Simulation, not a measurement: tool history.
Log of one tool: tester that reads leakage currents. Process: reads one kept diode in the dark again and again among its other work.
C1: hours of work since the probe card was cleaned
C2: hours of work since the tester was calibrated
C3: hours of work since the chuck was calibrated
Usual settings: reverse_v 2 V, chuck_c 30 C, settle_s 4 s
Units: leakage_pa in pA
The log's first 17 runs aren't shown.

run 18 hour=1514.7 | reverse_v=2 chuck_c=60 settle_s=4 | C1=2012 C2=3323 C3=565 | leakage_pa=2243.64
run 19 hour=1640.8 | reverse_v=2 chuck_c=60 settle_s=4 | C1=2081 C2=3391 C3=634 | leakage_pa=2267.54
run 20 hour=1750.7 | reverse_v=2 chuck_c=30 settle_s=4 | C1=2141 C2=3452 C3=694 | leakage_pa=185.15
run 21 hour=1875.9 | reverse_v=2 chuck_c=30 settle_s=4 | C1=2210 C2=3520 C3=763 | leakage_pa=186.85
run 22 hour=1998.1 | reverse_v=17.37 chuck_c=22 settle_s=4.22 | C1=2276 C2=3587 C3=829 | leakage_pa=321.5
run 23 hour=2099.9 | reverse_v=17.37 chuck_c=22 settle_s=4.22 | C1=2332 C2=3643 C3=885 | leakage_pa=325.63
-- hour=2108.8 tester calibrated
run 24 hour=2214.8 | reverse_v=2.32 chuck_c=52 settle_s=1.98 | C1=2394 C2=58 C3=947 | leakage_pa=1383.2
run 25 hour=2303.2 | reverse_v=2.32 chuck_c=52 settle_s=1.98 | C1=2442 C2=106 C3=995 | leakage_pa=1384.62
run 26 hour=2392.4 | reverse_v=2 chuck_c=30 settle_s=0.45 | C1=2491 C2=155 C3=1044 | leakage_pa=197.89
run 27 hour=2516.6 | reverse_v=2 chuck_c=30 settle_s=0.45 | C1=2559 C2=223 C3=1112 | leakage_pa=199.9
-- hour=2529.3 chuck's temperature calibrated
run 28 hour=2572.7 | reverse_v=4.76 chuck_c=39 settle_s=0.45 | C1=2589 C2=253 C3=24 | leakage_pa=611.11
run 29 hour=2679.8 | reverse_v=4.76 chuck_c=46 settle_s=2.88 | C1=2647 C2=311 C3=82 | leakage_pa=1106.92
run 30 hour=2756.7 | reverse_v=2 chuck_c=23 settle_s=2.25 | C1=2689 C2=353 C3=124 | leakage_pa=89.37
run 31 hour=2817.5 | reverse_v=2 chuck_c=21 settle_s=1.27 | C1=2722 C2=386 C3=158 | leakage_pa=74.97
-- hour=2883.6 tester calibrated, once more
run 32 hour=2906.1 | reverse_v=4.97 chuck_c=23 settle_s=1.27 | C1=2770 C2=12 C3=205 | leakage_pa=152.15
run 33 hour=2991.1 | reverse_v=2.83 chuck_c=29 settle_s=1.6 | C1=2816 C2=59 C3=251 | leakage_pa=190.08
run 34 hour=3048.2 | reverse_v=2.83 chuck_c=29 settle_s=1.6 | C1=2847 C2=90 C3=283 | leakage_pa=190.36
run 35 hour=3164.1 | reverse_v=2.83 chuck_c=29 settle_s=1.6 | C1=2911 C2=153 C3=346 | leakage_pa=192.72
run 36 hour=3225.4 | reverse_v=2.83 chuck_c=29 settle_s=1.6 | C1=2944 C2=187 C3=380 | leakage_pa=193.66
run 37 hour=3337.6 | reverse_v=2 chuck_c=31 settle_s=1.07 | C1=3006 C2=248 C3=441 | leakage_pa=193.56
run 38 hour=3445.1 | reverse_v=2 chuck_c=31 settle_s=1.07 | C1=3064 C2=307 C3=500 | leakage_pa=194.01
run 39 hour=3554.4 | reverse_v=6.83 chuck_c=31 settle_s=1.69 | C1=3124 C2=367 C3=560 | leakage_pa=396.87
run 40 hour=3623.9 | reverse_v=16.29 chuck_c=58 settle_s=4 | C1=3162 C2=405 C3=598 | leakage_pa=6140.43

Forecast each of these 4 alternatives for the next run:
run A hour=3725.6 | reverse_v=4.4 chuck_c=54 settle_s=3.06 | C1=3218 C2=460 C3=653 | leakage_pa=?
run B hour=3725.6 | reverse_v=15.05 chuck_c=49 settle_s=4 | C1=3218 C2=460 C3=653 | leakage_pa=?
run C hour=3725.6 | reverse_v=2 chuck_c=30 settle_s=5.29 | C1=3218 C2=460 C3=653 | leakage_pa=?
run D hour=3725.6 | reverse_v=2.43 chuck_c=34 settle_s=1.32 | C1=3218 C2=460 C3=653 | leakage_pa=?

run=A leakage_pa=2183.36
run=B leakage_pa=2894.08
run=C leakage_pa=182.52
run=D leakage_pa=291.48
Without the tool's hidden state the same runs would have given:
run=A leakage_pa=2008.03
run=B leakage_pa=2632.37
run=C leakage_pa=161.71
run=D leakage_pa=260.79
